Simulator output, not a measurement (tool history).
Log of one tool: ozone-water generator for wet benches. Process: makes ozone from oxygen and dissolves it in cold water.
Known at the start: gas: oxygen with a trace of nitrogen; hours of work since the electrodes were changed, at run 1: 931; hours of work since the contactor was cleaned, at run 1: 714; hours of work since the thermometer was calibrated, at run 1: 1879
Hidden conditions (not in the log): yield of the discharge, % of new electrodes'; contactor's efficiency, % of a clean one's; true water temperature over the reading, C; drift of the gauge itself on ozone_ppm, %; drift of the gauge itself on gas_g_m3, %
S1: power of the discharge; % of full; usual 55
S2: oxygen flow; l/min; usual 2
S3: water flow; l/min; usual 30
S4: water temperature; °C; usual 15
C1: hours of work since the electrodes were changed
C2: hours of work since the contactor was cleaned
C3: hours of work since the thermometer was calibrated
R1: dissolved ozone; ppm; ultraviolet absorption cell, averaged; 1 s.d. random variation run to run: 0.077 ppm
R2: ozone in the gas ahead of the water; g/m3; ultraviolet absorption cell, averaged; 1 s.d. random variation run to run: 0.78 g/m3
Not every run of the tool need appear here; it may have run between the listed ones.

Run 1, day 0: usual settings; C1 931; C2 714; C3 1879. Result: R1 5 ppm, R2 116.3 g/m3.
Run 2, day 1.396: usual settings but S2 1.02 l/min; C1 954; C2 737; C3 1902. Result: R1 3.56 ppm, R2 153.2 g/m3.
Run 3, day 2.246: usual settings but S2 1.02 l/min, S4 19 °C; C1 968; C2 751; C3 1916. Result: R1 3.64 ppm, R2 154.3 g/m3.
Run 4, day 3.638: usual settings; C1 991; C2 774; C3 1939. Result: R1 4.71 ppm, R2 118.3 g/m3.
Run 5, day 5.058: usual settings; C1 1015; C2 797; C3 1962. Result: R1 4.83 ppm, R2 116 g/m3.
Run 6, day 6.308: usual settings; C1 1035; C2 818; C3 1983. Result: R1 4.85 ppm, R2 117.6 g/m3.
Run 7, day 7.121: usual settings; C1 1049; C2 831; C3 1996. Result: R1 4.93 ppm, R2 117.3 g/m3.
Run 8, day 7.8: usual settings; C1 1060; C2 842; C3 2007. Result: R1 4.82 ppm, R2 117.7 g/m3.
Run 9, day 9.333: usual settings but S2 2.92 l/min; C1 1085; C2 868; C3 2033. Result: R1 5.66 ppm, R2 100.8 g/m3.
Run 10, day 10.504: usual settings but S2 2.92 l/min; C1 1105; C2 887; C3 2052. Result: R1 5.72 ppm, R2 100.7 g/m3.
Run 11, day 11.242: usual settings but S2 2.92 l/min; C1 1117; C2 899; C3 2064. Result: R1 5.66 ppm, R2 99.7 g/m3.
Run 12, day 12.558: usual settings but S2 2.92 l/min; C1 1138; C2 921; C3 2086. Result: R1 5.67 ppm, R2 99.8 g/m3.
Run 13, day 13.883: usual settings but S2 2.92 l/min; C1 1160; C2 943; C3 2108. Result: R1 5.59 ppm, R2 100.8 g/m3.
Run 14, day 14.95: usual settings but S2 2.92 l/min; C1 1178; C2 960; C3 2125. Result: R1 5.7 ppm, R2 100.5 g/m3.
Run 15, day 16.179: usual settings but S2 2.92 l/min; C1 1198; C2 980; C3 2146. Result: R1 5.68 ppm, R2 101 g/m3.
Run 16, day 17.025: usual settings but S2 2.92 l/min; C1 1212; C2 994; C3 2160. Result: R1 5.61 ppm, R2 100 g/m3.
Run 17, day 18.204: usual settings but S2 3.37 l/min, S3 18 l/min, S4 12 °C; C1 1231; C2 1014; C3 2179. Result: R1 10.1 ppm, R2 94.8 g/m3.
Run 18, day 18.938: usual settings but S3 22 l/min; C1 1244; C2 1026; C3 2191. Result: R1 6.77 ppm, R2 115.9 g/m3.
Run 19, day 20.025: usual settings but S1 44 % of full, S2 1.84 l/min, S3 22 l/min; C1 1261; C2 1044; C3 2209. Result: R1 5.41 ppm, R2 100.4 g/m3.
Run 20, day 20.671: usual settings but S1 45 % of full, S2 1.31 l/min, S3 37 l/min, S4 17 °C; C1 1272; C2 1054; C3 2220. Result: R1 2.58 ppm, R2 116.5 g/m3.
Run 21, day 21.712: usual settings but S1 67 % of full, S2 1.33 l/min, S3 38 l/min; C1 1289; C2 1072; C3 2237. Result: R1 3.57 ppm, R2 159.1 g/m3.
Run 22, day 22.575: usual settings but S1 98 % of full, S2 1.19 l/min; C1 1303; C2 1086; C3 2251. Result: R1 5.98 ppm, R2 227.7 g/m3.
Run 23, day 23.829: usual settings but S1 57 % of full, S2 1.46 l/min, S3 26 l/min, S4 10 °C; C1 1324; C2 1107; C3 2272. Result: R1 5.03 ppm, R2 133.9 g/m3.
Run 24, day 24.5: usual settings but S1 75 % of full, S2 1.07 l/min, S3 25 l/min, S4 14 °C; C1 1335; C2 1118; C3 2283. Result: R1 5.66 ppm, R2 191.6 g/m3.
Run 25, day 25.125: usual settings but S1 91 % of full, S3 34 l/min; C1 1345; C2 1128; C3 2293. Result: R1 6.3 ppm, R2 173.5 g/m3.
Run 26, day 25.95: usual settings but S1 44 % of full; C1 1359; C2 1141; C3 2307. Result: R1 3.96 ppm, R2 96.9 g/m3.
Run 27, day 26.688: usual settings but S1 69 % of full, S2 3.13 l/min, S4 13 °C; C1 1371; C2 1154; C3 2319. Result: R1 6.91 ppm, R2 116.4 g/m3.
Run 28, day 27.833: usual settings but S1 82 % of full, S2 2.79 l/min; C1 1390; C2 1173; C3 2338. Result: R1 7.57 ppm, R2 141.2 g/m3.
Run 29, day 29.162: usual settings but S2 1.52 l/min, S3 27 l/min; C1 1412; C2 1194; C3 2360. Result: R1 4.79 ppm, R2 128.9 g/m3.
Run 30, day 30.442: usual settings but S2 1.52 l/min, S3 27 l/min; C1 1433; C2 1215; C3 2381. Result: R1 4.74 ppm, R2 129.4 g/m3.
Run 31, day 31.779: usual settings but S1 94 % of full, S2 1.34 l/min, S3 27 l/min; C1 1455; C2 1237; C3 2403. Result: R1 6.97 ppm, R2 209.5 g/m3.
Run 32, day 33: usual settings but S2 2.09 l/min; C1 1475; C2 1258; C3 2423. Result: R1 4.85 ppm, R2 114.6 g/m3.

Consider 4 possible next runs. They are alternatives, not a sequence: every one starts from the tool as it was left by run 32. What does each give?
Run A, day 33.921: usual settings but S2 2.09 l/min, S3 25 l/min; C1 1490; C2 1273; C3 2438. Result: R1 ?, R2 ?.
Run B, day 33.921: usual settings but S2 2.09 l/min, S4 9 °C; C1 1490; C2 1273; C3 2438. Result: R1 ?, R2 ?.
Run C, day 33.921: usual settings but S1 49 % of full, S2 2.45 l/min; C1 1490; C2 1273; C3 2438. Result: R1 ?, R2 ?.
Run D, day 33.921: usual settings but S1 84 % of full, S3 23 l/min, S4 11 °C; C1 1490; C2 1273; C3 2438. Result: R1 ?, R2 ?.

run    R1     R2
  A  5.86    114
  B  4.94  112.3
  C  4.66   97.3
  D  9.21  161.7
Take away the tool's hidden state, keep each run's random variation, and the runs would have read:
run    R1     R2
  A  6.26  118.1
  B  5.29  116.4
  C  4.97  100.4
  D  9.97  170.2
